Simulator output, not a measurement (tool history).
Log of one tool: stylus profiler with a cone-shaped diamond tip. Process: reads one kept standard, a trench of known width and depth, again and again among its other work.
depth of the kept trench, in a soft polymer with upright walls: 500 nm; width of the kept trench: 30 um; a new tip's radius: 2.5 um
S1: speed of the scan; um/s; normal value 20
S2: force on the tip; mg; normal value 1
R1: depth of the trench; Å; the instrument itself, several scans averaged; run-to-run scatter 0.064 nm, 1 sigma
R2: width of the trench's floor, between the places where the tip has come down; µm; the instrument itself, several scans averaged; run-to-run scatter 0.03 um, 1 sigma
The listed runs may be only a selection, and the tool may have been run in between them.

{"run": 1, "hour": 0.0, "S1": 20, "S2": 1, "R1": 5023, "R2": 26.83}
{"run": 2, "hour": 25.2, "S1": 20, "S2": 1, "R1": 5023.6, "R2": 26.85}
{"run": 3, "hour": 49.7, "S1": 20, "S2": 1, "R1": 5023.8, "R2": 26.85}
{"run": 4, "hour": 68.4, "S1": 20, "S2": 1, "R1": 5022.7, "R2": 26.85}
{"run": 5, "hour": 92.4, "S1": 20, "S2": 1, "R1": 5021.6, "R2": 26.8}
{"run": 6, "hour": 116.0, "S1": 20, "S2": 0.59, "R1": 5014.2, "R2": 26.76}
{"run": 7, "hour": 139.2, "S1": 20, "S2": 0.59, "R1": 5015.4, "R2": 26.76}
{"run": 8, "hour": 153.7, "S1": 20, "S2": 1.04, "R1": 5023.2, "R2": 26.76}
{"run": 9, "hour": 174.4, "S1": 8, "S2": 0.5, "R1": 5012, "R2": 26.88}
{"run": 10, "hour": 185.9, "S1": 8, "S2": 1, "R1": 5022.2, "R2": 26.88}
{"run": 11, "hour": 196.2, "S1": 16, "S2": 0.63, "R1": 5016.3, "R2": 26.72}
{"run": 12, "hour": 213.4, "S1": 35, "S2": 1.06, "R1": 5023.2, "R2": 26.65}
{"run": 13, "hour": 229.0, "S1": 6, "S2": 0.4, "R1": 5010, "R2": 26.85}
{"run": 14, "hour": 251.6, "S1": 56, "S2": 0.75, "R1": 5017.6, "R2": 26.41}

Below are 3 alternative next runs, each starting from the tool's condition after run 14. Predict each:
{"run": "A", "hour": 276.1, "S1": 25, "S2": 1.22, "R1": "?", "R2": "?"}
{"run": "B", "hour": 276.1, "S1": 18, "S2": 0.44, "R1": "?", "R2": "?"}
{"run": "C", "hour": 276.1, "S1": 20, "S2": 0.47, "R1": "?", "R2": "?"}

run=A R1=5026.9 R2=26.74
run=B R1=5010.8 R2=26.7
run=C R1=5011.7 R2=26.64
Without the tool's hidden state the same runs would have given:
run=A R1=5030.6 R2=26.84
run=B R1=5014.6 R2=26.8
run=C R1=5015.4 R2=26.74

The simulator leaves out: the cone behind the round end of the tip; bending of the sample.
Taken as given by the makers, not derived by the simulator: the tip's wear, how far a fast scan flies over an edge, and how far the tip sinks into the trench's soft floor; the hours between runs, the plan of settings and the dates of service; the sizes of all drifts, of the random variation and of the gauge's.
